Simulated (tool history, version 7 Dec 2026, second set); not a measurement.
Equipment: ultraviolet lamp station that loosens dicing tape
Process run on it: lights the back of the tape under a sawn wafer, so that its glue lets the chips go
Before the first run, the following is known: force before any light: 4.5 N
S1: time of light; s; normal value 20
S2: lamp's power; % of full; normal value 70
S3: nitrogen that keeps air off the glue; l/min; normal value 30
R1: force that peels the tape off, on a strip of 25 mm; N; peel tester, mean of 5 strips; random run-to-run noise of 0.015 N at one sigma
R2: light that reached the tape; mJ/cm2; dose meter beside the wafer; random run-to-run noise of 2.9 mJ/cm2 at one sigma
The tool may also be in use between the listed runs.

run	hour	S1	S2	S3	R1	R2
1	0	20	70	30	0.749	432
2	84.6	20	66	30	0.808	399
3	149.9	20	66	30	0.796	401
4	200.2	20	67	30	0.791	406
5	248.7	20	67	30	0.791	409
6	333.4	20	70	35	0.726	430
7	417.5	20	70	35	0.708	428
8	463.1	20	70	30	0.731	427
# hour 516.5: window cleaned of glue's vapour
9	556.2	20	70	30	0.726	434
10	640.5	20	70	30	0.729	428
11	709.7	20	70	30	0.714	424
12	795.9	20	70	30	0.727	430
13	870.3	20	70	30	0.73	425
14	951.4	20	70	30	0.697	428
15	1043.1	20	70	30	0.706	426
16	1103.6	20	70	32	0.717	426
17	1185	20	70	32	0.728	427
18	1247.7	20	70	32	0.733	425
19	1315.8	20	70	32	0.714	430
20	1415.5	35	70	30	0.256	754
# hour 1421.6: window cleaned of glue's vapour
21	1504.1	20	70	30	0.746	425
22	1593.1	14	95	9	1.187	402
23	1670.5	20	75	30	0.658	455
# hour 1678.3: lamp changed
24	1717	32	71	44	0.272	698
25	1797.4	26	62	20	0.688	493
26	1873.6	20	73	30	0.679	449
27	1937.9	20	82	30	0.557	503
28	2011.9	23	70	15	0.797	493
29	2093.3	20	83	30	0.542	510
30	2165	20	83	30	0.532	510
31	2213.8	20	70	11	1.037	424
32	2286.5	15	64	19	1.446	297
# hour 2329.2: window cleaned of glue's vapour
33	2349.8	28	64	15	0.643	544
34	2426.8	28	64	15	0.631	549
35	2513.2	26	67	30	0.493	534
36	2580.7	26	67	30	0.512	538
37	2674.9	26	67	30	0.51	531
38	2728.8	26	73	27	0.439	584
39	2790.9	21	61	11	1.158	391
40	2886.8	21	61	11	1.199	387
41	2938.6	16	70	33	0.986	343
42	2984.8	16	70	33	0.991	337

Each row is a separate what-if for the run after 42, all from the same tool condition, not one after another. Results?
A	3072.1	16	94	42	?	?
B	3072.1	19	70	30	?	?
C	3072.1	10	71	19	?	?
D	3072.1	16	83	23	?	?

run	R1	R2
A	0.592	461
B	0.788	404
C	1.935	217
D	0.865	408
Stripped of hidden state, with their random variation kept, the same runs would have yielded:
run	R1	R2
A	0.59	462
B	0.785	405
C	1.932	218
D	0.862	409

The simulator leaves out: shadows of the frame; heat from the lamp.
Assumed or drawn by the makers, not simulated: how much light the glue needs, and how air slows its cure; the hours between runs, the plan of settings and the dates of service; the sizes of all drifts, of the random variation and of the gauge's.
